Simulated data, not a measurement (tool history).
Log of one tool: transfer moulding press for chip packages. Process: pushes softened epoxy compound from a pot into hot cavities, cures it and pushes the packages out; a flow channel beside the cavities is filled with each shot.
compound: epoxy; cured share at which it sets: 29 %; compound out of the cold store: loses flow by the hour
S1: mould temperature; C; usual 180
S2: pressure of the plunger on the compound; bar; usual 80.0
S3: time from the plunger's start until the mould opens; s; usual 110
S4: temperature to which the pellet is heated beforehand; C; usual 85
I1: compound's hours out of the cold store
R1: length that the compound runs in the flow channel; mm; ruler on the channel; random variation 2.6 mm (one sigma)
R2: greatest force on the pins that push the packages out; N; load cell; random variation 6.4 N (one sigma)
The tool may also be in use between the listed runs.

| run | hour | S1 | S2 | S3 | S4 | I1 | R1 | R2 |
|---|---|---|---|---|---|---|---|---|
| 1 | 0.0 | 180 | 80.0 | 110 | 85 | 46.2 | 574 | 242 |
| 2 | 20.7 | 180 | 80.0 | 110 | 85 | 28.6 | 651 | 253 |
| 3 | 37.3 | 180 | 80.0 | 110 | 85 | 16.8 | 702 | 249 |
|  | 46.6 | cavities cleaned with cleaning compound and waxed |
| 4 | 55.2 | 180 | 80.0 | 110 | 85 | 36.3 | 615 | 245 |
| 5 | 71.8 | 180 | 80.0 | 110 | 85 | 18.0 | 692 | 259 |
| 6 | 82.2 | 176 | 80.0 | 110 | 85 | 12.2 | 732 | 288 |
|  | 105.9 | cavities cleaned with cleaning compound and waxed |
| 7 | 105.9 | 177 | 80.0 | 110 | 85 | 31.4 | 639 | 265 |
| 8 | 129.2 | 180 | 80.0 | 110 | 85 | 33.1 | 627 | 247 |
| 9 | 150.7 | 175 | 80.0 | 110 | 85 | 47.0 | 579 | 282 |
|  | 166.0 | cavities cleaned with cleaning compound and waxed |
| 10 | 176.4 | 175 | 80.0 | 110 | 85 | 15.8 | 716 | 305 |
| 11 | 196.0 | 175 | 80.0 | 110 | 85 | 40.2 | 605 | 266 |
| 12 | 215.6 | 180 | 80.0 | 127 | 85 | 8.7 | 737 | 240 |
|  | 225.9 | plunger's sealing rings changed |
|  | 227.4 | cavities cleaned with cleaning compound and waxed |
| 13 | 235.1 | 180 | 80.0 | 110 | 80 | 34.6 | 618 | 234 |
| 14 | 248.9 | 180 | 80.0 | 110 | 85 | 47.4 | 570 | 231 |
| 15 | 260.0 | 174 | 80.0 | 150 | 85 | 29.2 | 653 | 214 |
| 16 | 274.8 | 173 | 89.8 | 140 | 94 | 21.9 | 728 | 240 |
|  | 286.6 | cavities cleaned with cleaning compound and waxed |
| 17 | 289.4 | 173 | 89.8 | 140 | 94 | 15.5 | 764 | 227 |
| 18 | 305.2 | 173 | 89.8 | 140 | 94 | 24.6 | 720 | 247 |
| 19 | 327.6 | 172 | 88.0 | 110 | 79 | 15.1 | 762 | 359 |
| 20 | 337.6 | 185 | 74.6 | 102 | 86 | 30.9 | 605 | 221 |
|  | 345.8 | cavities cleaned with cleaning compound and waxed |
| 21 | 351.7 | 176 | 63.9 | 96 | 85 | 43.0 | 528 | 340 |
| 22 | 370.1 | 185 | 68.1 | 110 | 85 | 11.5 | 660 | 234 |
| 23 | 387.6 | 180 | 94.4 | 110 | 85 | 47.3 | 616 | 249 |
|  | 404.7 | cavities cleaned with cleaning compound and waxed |
| 24 | 412.7 | 180 | 64.5 | 110 | 93 | 22.5 | 598 | 240 |
| 25 | 426.0 | 185 | 69.8 | 92 | 86 | 41.1 | 548 | 253 |
| 26 | 437.9 | 185 | 69.8 | 92 | 86 | 19.2 | 629 | 256 |
| 27 | 459.0 | 185 | 69.8 | 92 | 86 | 12.5 | 665 | 258 |
|  | 465.2 | cavities cleaned with cleaning compound and waxed |
| 28 | 471.1 | 185 | 99.6 | 110 | 85 | 21.9 | 743 | 231 |

4 ways to go on from here, each from the tool as it stands after run 28. What would each give?
| A | 485.1 | 176 | 80.0 | 139 | 85 | 11.0 | ? | ? |
| B | 485.1 | 184 | 80.0 | 97 | 85 | 9.2 | ? | ? |
| C | 485.1 | 185 | 87.7 | 110 | 85 | 23.4 | ? | ? |
| D | 485.1 | 184 | 99.6 | 110 | 85 | 14.2 | ? | ? |

| run | R1 | R2 |
|---|---|---|
| A | 739 | 232 |
| B | 728 | 251 |
| C | 690 | 214 |
| D | 784 | 235 |
Without the tool's hidden state the same runs would have given:
| run | R1 | R2 |
|---|---|---|
| A | 740 | 230 |
| B | 728 | 249 |
| C | 691 | 213 |
| D | 784 | 234 |

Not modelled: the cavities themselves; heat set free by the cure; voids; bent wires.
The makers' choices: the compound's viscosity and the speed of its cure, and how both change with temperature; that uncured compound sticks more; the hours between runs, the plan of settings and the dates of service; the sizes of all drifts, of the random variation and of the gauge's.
